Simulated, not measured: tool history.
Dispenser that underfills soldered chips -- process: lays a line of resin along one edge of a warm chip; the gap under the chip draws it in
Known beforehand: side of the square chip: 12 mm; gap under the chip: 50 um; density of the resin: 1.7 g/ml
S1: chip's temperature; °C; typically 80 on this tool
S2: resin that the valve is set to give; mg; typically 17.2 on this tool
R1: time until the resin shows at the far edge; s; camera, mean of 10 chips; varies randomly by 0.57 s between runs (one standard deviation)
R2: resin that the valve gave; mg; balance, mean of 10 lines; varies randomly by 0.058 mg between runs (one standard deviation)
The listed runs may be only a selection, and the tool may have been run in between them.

| run | hour | S1 | S2 | R1 | R2 |
|---|---|---|---|---|---|
| 1 | 0 | 80 | 17.2 | 67.1 | 16.28 |
|  | 3.1 | new syringe of resin |
| 2 | 4 | 80 | 19.5 | 49.9 | 18.29 |
| 3 | 8.9 | 80 | 19.5 | 59.7 | 18.4 |
| 4 | 14.5 | 80 | 19.5 | 72.7 | 18.15 |
|  | 15.1 | new syringe of resin |
| 5 | 20 | 80 | 19.5 | 57.4 | 18.03 |
| 6 | 25.7 | 80 | 21.7 | 68.4 | 20.16 |
|  | 27.3 | new syringe of resin |
| 7 | 29 | 80 | 21.7 | 51 | 20.15 |
| 8 | 33.2 | 80 | 21.7 | 59.4 | 20.25 |
|  | 36.9 | dispensing valve cleaned and set on the balance |
| 9 | 39 | 80 | 21.7 | 68.7 | 21.93 |
|  | 40 | new syringe of resin |
| 10 | 42.3 | 80 | 21.7 | 52.6 | 21.64 |
| 11 | 46.4 | 80 | 17.2 | 60.7 | 17.03 |
| 12 | 51.3 | 80 | 17.2 | 72.7 | 17.03 |
|  | 52.1 | new syringe of resin |
| 13 | 54.8 | 80 | 21.4 | 51.6 | 21.15 |
| 14 | 59.9 | 80 | 17.2 | 63.5 | 16.97 |
| 15 | 63 | 80 | 17.2 | 69.8 | 16.93 |
|  | 64.3 | new syringe of resin |
| 16 | 68.9 | 78 | 21.4 | 61.1 | 21.1 |
| 17 | 74.1 | 84 | 17.6 | 59.1 | 17.28 |
|  | 76.3 | new syringe of resin |
| 18 | 78.5 | 72 | 15.9 | 75.9 | 15.56 |
| 19 | 81.3 | 77 | 17.3 | 67.4 | 17 |
| 20 | 83.9 | 79 | 16.2 | 68.2 | 15.87 |
| 21 | 87.5 | 66 | 16.3 | 133.4 | 15.81 |
|  | 88.1 | new syringe of resin |
| 22 | 93 | 66 | 16.3 | 107.8 | 15.75 |
| 23 | 96.8 | 80 | 18.9 | 65.2 | 18.3 |
|  | 100 | new syringe of resin |
| 24 | 100 | 72 | 21.5 | 64.6 | 20.84 |
| 25 | 104.7 | 74 | 19.3 | 71 | 18.51 |
| 26 | 108.3 | 93 | 19.1 | 38.1 | 18.25 |
|  | 111.9 | new syringe of resin |
| 27 | 113 | 79 | 16.7 | 54.4 | 16.03 |
| 28 | 117.1 | 79 | 16.7 | 62.2 | 15.99 |
| 29 | 122.4 | 86 | 18.3 | 56.1 | 17.38 |

Had the tool no unlogged condition, and each run kept its random variation, what would the results have been?
Hidden state present: resin's viscosity, % of fresh resin's; dose that the valve gives, % of what is set; true chip temperature over the reading, C; drift of the gauge itself on fill_s, %; drift of the gauge itself on given_mg, %.
| run | R1 | R2 |
|---|---|---|
| 1 | 49.2 | 17.27 |
| 2 | 47.9 | 19.44 |
| 3 | 48.3 | 19.6 |
| 4 | 48.3 | 19.42 |
| 5 | 47.8 | 19.35 |
| 6 | 47 | 21.69 |
| 7 | 47.5 | 21.72 |
| 8 | 47.7 | 21.88 |
| 9 | 46.9 | 21.94 |
| 10 | 48.1 | 21.69 |
| 11 | 48.2 | 17.11 |
| 12 | 48.5 | 17.15 |
| 13 | 47.5 | 21.34 |
| 14 | 48.6 | 17.17 |
| 15 | 48 | 17.17 |
| 16 | 52.2 | 21.45 |
| 17 | 42 | 17.62 |
| 18 | 69.2 | 15.9 |
| 19 | 55.9 | 17.4 |
| 20 | 51.4 | 16.26 |
| 21 | 88.8 | 16.24 |
| 22 | 89.3 | 16.23 |
| 23 | 47.4 | 18.88 |
| 24 | 65.4 | 21.54 |
| 25 | 60.9 | 19.19 |
| 26 | 28.8 | 18.96 |
| 27 | 51.6 | 16.7 |
| 28 | 51.1 | 16.69 |
| 29 | 38.4 | 18.2 |
